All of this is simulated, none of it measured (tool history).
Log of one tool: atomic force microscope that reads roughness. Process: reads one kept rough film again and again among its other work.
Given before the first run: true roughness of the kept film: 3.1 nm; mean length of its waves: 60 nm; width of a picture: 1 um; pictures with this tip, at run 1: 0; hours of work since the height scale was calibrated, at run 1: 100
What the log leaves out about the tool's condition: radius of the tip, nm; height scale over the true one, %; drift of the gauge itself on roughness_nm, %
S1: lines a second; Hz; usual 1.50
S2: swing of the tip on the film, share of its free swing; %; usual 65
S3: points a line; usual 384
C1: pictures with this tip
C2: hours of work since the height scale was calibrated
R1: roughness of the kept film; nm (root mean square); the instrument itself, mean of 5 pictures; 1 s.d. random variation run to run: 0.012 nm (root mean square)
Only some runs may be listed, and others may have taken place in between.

run     day    S1  S2   S3  C1   C2     R1
  1   0.000  1.50  65  384   0  100  2.884
  2   0.954  3.02  65  384  31  111  2.698
  3   1.725  1.50  56  384  57  120  2.821
  4   2.383  1.50  56  384  79  128  2.796
      3.146  -- new tip fitted
  5   3.825  1.50  56  384  23  144  2.877
  6   5.242  1.50  69  384  70  161  2.708
      6.183  -- new tip fitted
  7   6.183  1.50  69  384   0  171  2.858
  8   7.258  1.50  69  384  36  184  2.801
  9   8.592  1.50  65  384  81  199  2.734
      9.275  -- new tip fitted
 10   9.333  1.50  65  384   2  207  2.873
 11  10.579  1.50  65  384  43  222  2.815
     10.704  -- height scale calibrated on a step standard
 12  11.267  1.50  65  384  65    6  2.765
 13  12.121  1.50  65  384  94   16  2.697
     12.442  -- new tip fitted
 14  13.225  1.50  65  384  27   29  2.863
 15  14.367  1.50  65  384  65   42  2.784
     14.529  -- height scale calibrated on a step standard, once more
     15.529  -- new tip fitted
 16  15.688  1.50  65  456   5   13  2.889
 17  16.808  1.50  65  456  42   26  2.806
 18  17.621  1.50  65  456  70   35  2.765
     18.575  -- new tip fitted
 19  18.796  3.69  68  917   7   49  2.613
 20  19.646  2.73  71  445  36   58  2.621
 21  20.704  0.76  65  992  71   71  2.808
 22  21.471  2.22  65  888  97   79  2.632
     21.679  -- new tip fitted
 23  22.142  0.91  89  384  15   87  2.723
 24  23.012  1.50  65  281  44   97  2.796
 25  23.838  0.58  71  622  72  106  2.794
     24.742  -- new tip fitted
 26  25.129  1.50  83  447  13  121  2.666
 27  26.442  3.98  65  384  56  136  2.582
 28  27.508  1.22  74  512  92  149  2.651
     27.821  -- new tip fitted
 29  28.950  1.22  74  512  38  165  2.755
 30  29.821  1.50  64  307  67  175  2.780
     30.862  -- new tip fitted
 31  31.046  1.50  65  582   6  189  2.886
 32  32.233  1.50  65  582  46  202  2.804
 33  33.612  2.71  65  384  92  218  2.614
     33.921  -- new tip fitted
 34  34.258  3.09  65  384  11  226  2.745

What if the next run were any one of these 3? Each begins from the tool's condition after run 34:
  A  35.596  2.71  65  930  56  241   ?
  B  35.596  1.50  78  384  56  241   ?
  C  35.596  0.77  64  530  56  241   ?

run     R1
  A  2.679
  B  2.641
  C  2.867
Had the tool no hidden state, the same runs would have come out as:
run     R1
  A  2.776
  B  2.737
  C  2.971
